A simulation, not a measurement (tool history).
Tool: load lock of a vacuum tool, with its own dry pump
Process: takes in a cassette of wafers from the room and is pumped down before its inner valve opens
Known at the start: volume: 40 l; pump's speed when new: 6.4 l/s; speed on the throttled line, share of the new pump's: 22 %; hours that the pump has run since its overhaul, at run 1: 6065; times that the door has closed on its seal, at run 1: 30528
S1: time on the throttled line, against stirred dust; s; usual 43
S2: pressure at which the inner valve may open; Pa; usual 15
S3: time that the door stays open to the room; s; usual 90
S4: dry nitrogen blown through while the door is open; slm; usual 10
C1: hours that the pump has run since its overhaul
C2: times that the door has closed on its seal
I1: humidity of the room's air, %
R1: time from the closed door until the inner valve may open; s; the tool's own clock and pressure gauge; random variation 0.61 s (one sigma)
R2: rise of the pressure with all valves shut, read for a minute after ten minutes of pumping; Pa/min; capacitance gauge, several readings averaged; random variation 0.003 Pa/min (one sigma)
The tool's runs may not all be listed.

{"run": 1, "hour": 0.0, "S1": 43, "S2": 15, "S3": 90, "S4": 10, "C1": 6065, "C2": 30528, "I1": 43.6, "R1": 90.6, "R2": 0.156}
{"run": 2, "hour": 265.2, "S1": 43, "S2": 15, "S3": 90, "S4": 23, "C1": 6330, "C2": 31630, "I1": 44.6, "R1": 90.3, "R2": 0.152}
{"run": 3, "hour": 520.4, "S1": 43, "S2": 15, "S3": 38, "S4": 10, "C1": 6585, "C2": 32690, "I1": 42.9, "R1": 91, "R2": 0.15}
{"run": 4, "hour": 762.0, "S1": 43, "S2": 15, "S3": 38, "S4": 10, "C1": 6827, "C2": 33694, "I1": 43.3, "R1": 90.8, "R2": 0.157}
{"run": 5, "hour": 1001.6, "S1": 43, "S2": 15, "S3": 38, "S4": 10, "C1": 7066, "C2": 34689, "I1": 44.4, "R1": 91.7, "R2": 0.163}
{"run": 6, "hour": 1166.8, "S1": 77, "S2": 15, "S3": 90, "S4": 10, "C1": 7232, "C2": 35375, "I1": 44.4, "R1": 117.3, "R2": 0.187}
{"run": 7, "hour": 1504.6, "S1": 43, "S2": 15, "S3": 56, "S4": 10, "C1": 7569, "C2": 36779, "I1": 45, "R1": 91.3, "R2": 0.191}
{"run": 8, "hour": 1848.9, "S1": 43, "S2": 15, "S3": 56, "S4": 10, "C1": 7914, "C2": 38209, "I1": 40.5, "R1": 91.1, "R2": 0.193}
{"run": 9, "hour": 2101.6, "S1": 43, "S2": 15, "S3": 90, "S4": 10, "C1": 8166, "C2": 39259, "I1": 46.7, "R1": 90.8, "R2": 0.213}
{"run": 10, "hour": 2435.9, "S1": 43, "S2": 15, "S3": 90, "S4": 10, "C1": 8501, "C2": 40648, "I1": 44.4, "R1": 91.3, "R2": 0.227}
{"run": 11, "hour": 2612.4, "S1": 43, "S2": 15, "S3": 90, "S4": 10, "C1": 8677, "C2": 41381, "I1": 41.7, "R1": 92.5, "R2": 0.226}
{"run": 12, "hour": 2827.9, "S1": 65, "S2": 15, "S3": 90, "S4": 20, "C1": 8893, "C2": 42276, "I1": 44.7, "R1": 107.7, "R2": 0.226}
{"run": 13, "hour": 3166.9, "S1": 43, "S2": 11, "S3": 94, "S4": 10, "C1": 9232, "C2": 43685, "I1": 44.8, "R1": 93.2, "R2": 0.251}
{"run": 14, "hour": 3465.7, "S1": 83, "S2": 25, "S3": 94, "S4": 6, "C1": 9530, "C2": 44926, "I1": 43.9, "R1": 118.5, "R2": 0.26}
{"run": 15, "hour": 3607.4, "S1": 64, "S2": 15, "S3": 90, "S4": 10, "C1": 9672, "C2": 45515, "I1": 43.9, "R1": 109.6, "R2": 0.257}
{"run": 16, "hour": 3775.6, "S1": 49, "S2": 15, "S3": 204, "S4": 10, "C1": 9840, "C2": 46214, "I1": 43.8, "R1": 97.9, "R2": 0.29}
{"run": 17, "hour": 4119.0, "S1": 42, "S2": 15, "S3": 90, "S4": 9, "C1": 10184, "C2": 47640, "I1": 45.2, "R1": 92.8, "R2": 0.271}
{"run": 18, "hour": 4452.7, "S1": 59, "S2": 15, "S3": 41, "S4": 11, "C1": 10517, "C2": 49027, "I1": 43.5, "R1": 104.1, "R2": 0.27}
{"run": 19, "hour": 4710.7, "S1": 43, "S2": 15, "S3": 63, "S4": 33, "C1": 10776, "C2": 50099, "I1": 44.3, "R1": 91.8, "R2": 0.264}
{"run": 20, "hour": 4898.0, "S1": 43, "S2": 15, "S3": 63, "S4": 33, "C1": 10963, "C2": 50877, "I1": 50.2, "R1": 93.3, "R2": 0.284}
{"run": 21, "hour": 5109.3, "S1": 23, "S2": 15, "S3": 55, "S4": 10, "C1": 11174, "C2": 51755, "I1": 45.5, "R1": 78.2, "R2": 0.306}
{"run": 22, "hour": 5440.7, "S1": 23, "S2": 15, "S3": 55, "S4": 10, "C1": 11505, "C2": 53131, "I1": 43.7, "R1": 77.7, "R2": 0.307}

3 ways to go on from here, each from the tool as it stands after run 22. What would each give?
{"run": "A", "hour": 5768.1, "S1": 43, "S2": 15, "S3": 34, "S4": 10, "C1": 11833, "C2": 54492, "I1": 44, "R1": "?", "R2": "?"}
{"run": "B", "hour": 5768.1, "S1": 43, "S2": 26, "S3": 210, "S4": 12, "C1": 11833, "C2": 54492, "I1": 47.8, "R1": "?", "R2": "?"}
{"run": "C", "hour": 5768.1, "S1": 43, "S2": 15, "S3": 77, "S4": 9, "C1": 11833, "C2": 54492, "I1": 47, "R1": "?", "R2": "?"}

run=A R1=93.7 R2=0.313
run=B R1=89.6 R2=0.368
run=C R1=93.4 R2=0.327
Without the tool's hidden state the same runs would have given:
run=A R1=89.4 R2=0.024
run=B R1=85.5 R2=0.08
run=C R1=89.1 R2=0.046
